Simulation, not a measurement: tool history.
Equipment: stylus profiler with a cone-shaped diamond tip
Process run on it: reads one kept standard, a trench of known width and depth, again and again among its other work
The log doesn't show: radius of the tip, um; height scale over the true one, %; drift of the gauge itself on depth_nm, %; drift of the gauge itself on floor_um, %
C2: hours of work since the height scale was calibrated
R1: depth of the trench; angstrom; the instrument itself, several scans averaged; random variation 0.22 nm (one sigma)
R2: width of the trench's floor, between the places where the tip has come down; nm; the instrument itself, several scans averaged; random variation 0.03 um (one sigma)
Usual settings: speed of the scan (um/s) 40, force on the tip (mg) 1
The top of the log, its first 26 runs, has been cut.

Run 27, hour 658.6: usual settings but speed of the scan (um/s) 46, force on the tip (mg) 1.65; scans with this tip 12076; C2 1346. Result: R1 10105.9 angstrom, R2 23840 nm.
Run 28, hour 683.6: usual settings but speed of the scan (um/s) 10, force on the tip (mg) 0.74; scans with this tip 12241; C2 1364. Result: R1 10058.4 angstrom, R2 23960 nm.
Run 29, hour 710.8: usual settings but speed of the scan (um/s) 27, force on the tip (mg) 1.57; scans with this tip 12421; C2 1384. Result: R1 10099.4 angstrom, R2 23930 nm.
Run 30, hour 743.1: usual settings but force on the tip (mg) 2.35; scans with this tip 12634; C2 1408. Result: R1 10129.1 angstrom, R2 23820 nm.
Run 31, hour 779.9: usual settings but speed of the scan (um/s) 28, force on the tip (mg) 2.71; scans with this tip 12878; C2 1435. Result: R1 10141.6 angstrom, R2 23900 nm.
Run 32, hour 806.9: usual settings but speed of the scan (um/s) 28, force on the tip (mg) 2.71; scans with this tip 13056; C2 1455. Result: R1 10145.1 angstrom, R2 24000 nm.
Run 33, hour 838.5: usual settings but speed of the scan (um/s) 28, force on the tip (mg) 2.71; scans with this tip 13266; C2 1479. Result: R1 10145.7 angstrom, R2 24000 nm.
Run 34, hour 855.2: usual settings but speed of the scan (um/s) 75, force on the tip (mg) 0.7; scans with this tip 13376; C2 1491. Result: R1 10062.6 angstrom, R2 23630 nm.
Run 35, hour 886.3: usual settings but speed of the scan (um/s) 41, force on the tip (mg) 2.3; scans with this tip 13582; C2 1514. Result: R1 10130.8 angstrom, R2 23860 nm.
Run 36, hour 920.5: usual settings but speed of the scan (um/s) 41, force on the tip (mg) 2.3; scans with this tip 13808; C2 1539. Result: R1 10125.8 angstrom, R2 23850 nm.
Run 37, hour 943.6: usual settings but speed of the scan (um/s) 99, force on the tip (mg) 1.79; scans with this tip 13961; C2 1556. Result: R1 10109 angstrom, R2 23690 nm.

Below are 3 alternative next runs, each starting from the tool's condition after run 37. Predict each:
Run A, hour 959.1: usual settings but speed of the scan (um/s) 86, force on the tip (mg) 1.83; scans with this tip 14064; C2 1568. Result: R1 ?, R2 ?.
Run B, hour 959.1: usual settings but speed of the scan (um/s) 27, force on the tip (mg) 0.89; scans with this tip 14064; C2 1568. Result: R1 ?, R2 ?.
Run C, hour 959.1: usual settings but speed of the scan (um/s) 91, force on the tip (mg) 0.92; scans with this tip 14064; C2 1568. Result: R1 ?, R2 ?.

run       R1     R2
  A  10114.5  23760
  B  10069.5  23860
  C  10072.6  23550
Had the tool no hidden state, the same runs would have come out as:
run       R1     R2
  A  10114.3  23770
  B  10069.3  23870
  C  10072.4  23560

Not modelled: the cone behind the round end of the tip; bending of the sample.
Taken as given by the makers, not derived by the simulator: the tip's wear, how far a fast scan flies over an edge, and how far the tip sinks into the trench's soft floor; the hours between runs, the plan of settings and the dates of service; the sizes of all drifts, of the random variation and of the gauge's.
